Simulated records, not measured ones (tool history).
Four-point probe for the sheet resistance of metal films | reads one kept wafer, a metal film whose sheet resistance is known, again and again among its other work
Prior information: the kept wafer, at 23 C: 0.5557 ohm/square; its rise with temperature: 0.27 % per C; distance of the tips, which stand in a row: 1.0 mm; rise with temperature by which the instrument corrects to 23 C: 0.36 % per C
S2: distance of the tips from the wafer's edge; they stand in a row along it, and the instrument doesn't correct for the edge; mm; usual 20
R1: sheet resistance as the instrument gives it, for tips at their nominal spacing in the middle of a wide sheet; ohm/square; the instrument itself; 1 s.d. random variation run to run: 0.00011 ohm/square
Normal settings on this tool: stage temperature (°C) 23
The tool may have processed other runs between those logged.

run 1 hour=0 | stage_temperature_(°C)=23 S2=20 | R1=0.554919
run 2 hour=14.6 | stage_temperature_(°C)=22 S2=20 | R1=0.555546
run 3 hour=31.5 | stage_temperature_(°C)=23 S2=13 | R1=0.556055
run 4 hour=45.1 | stage_temperature_(°C)=23 S2=13 | R1=0.555792
run 5 hour=61.8 | stage_temperature_(°C)=23 S2=20 | R1=0.554938
run 6 hour=73.9 | stage_temperature_(°C)=23 S2=20 | R1=0.55506
run 7 hour=81.7 | stage_temperature_(°C)=23 S2=4 | R1=0.572444
run 8 hour=96.1 | stage_temperature_(°C)=23 S2=20 | R1=0.554953
run 9 hour=110.9 | stage_temperature_(°C)=23 S2=20 | R1=0.555142
run 10 hour=126.8 | stage_temperature_(°C)=23 S2=20 | R1=0.554984
run 11 hour=142.3 | stage_temperature_(°C)=23 S2=20 | R1=0.555188
run 12 hour=160.5 | stage_temperature_(°C)=23 S2=20 | R1=0.555051
-- hour=162.6 stage's thermometer calibrated
run 13 hour=178.9 | stage_temperature_(°C)=24 S2=33 | R1=0.554011
run 14 hour=187.7 | stage_temperature_(°C)=18 S2=27 | R1=0.556695
run 15 hour=199.7 | stage_temperature_(°C)=24 S2=44 | R1=0.553698
run 16 hour=207.8 | stage_temperature_(°C)=22 S2=13 | R1=0.556461
run 17 hour=218.2 | stage_temperature_(°C)=22 S2=60 | R1=0.554906
-- hour=226.4 stage's thermometer calibrated, once more
run 18 hour=227.3 | stage_temperature_(°C)=19 S2=43 | R1=0.556738
run 19 hour=237.5 | stage_temperature_(°C)=19 S2=43 | R1=0.556836
run 20 hour=253.4 | stage_temperature_(°C)=19 S2=43 | R1=0.556573
run 21 hour=261.9 | stage_temperature_(°C)=24 S2=33 | R1=0.554521
run 22 hour=277.6 | stage_temperature_(°C)=24 S2=33 | R1=0.554608
run 23 hour=293.9 | stage_temperature_(°C)=24 S2=33 | R1=0.554402
run 24 hour=309.8 | stage_temperature_(°C)=24 S2=33 | R1=0.554563

What if the next run were any one of these 5? Each begins from the tool's condition after run 24:
run A hour=327.8 | stage_temperature_(°C)=32 S2=13 | R1=?
run B hour=327.8 | stage_temperature_(°C)=23 S2=5 | R1=?
run C hour=327.8 | stage_temperature_(°C)=32 S2=46 | R1=?
run D hour=327.8 | stage_temperature_(°C)=24 S2=11 | R1=?
run E hour=327.8 | stage_temperature_(°C)=24 S2=48 | R1=?

run=A R1=0.552469
run=B R1=0.566426
run=C R1=0.550918
run=D R1=0.556944
run=E R1=0.554447
Stripped of hidden state, with their random variation kept, the same runs would have yielded:
run=A R1=0.553468
run=B R1=0.567447
run=C R1=0.551914
run=D R1=0.55795
run=E R1=0.555448

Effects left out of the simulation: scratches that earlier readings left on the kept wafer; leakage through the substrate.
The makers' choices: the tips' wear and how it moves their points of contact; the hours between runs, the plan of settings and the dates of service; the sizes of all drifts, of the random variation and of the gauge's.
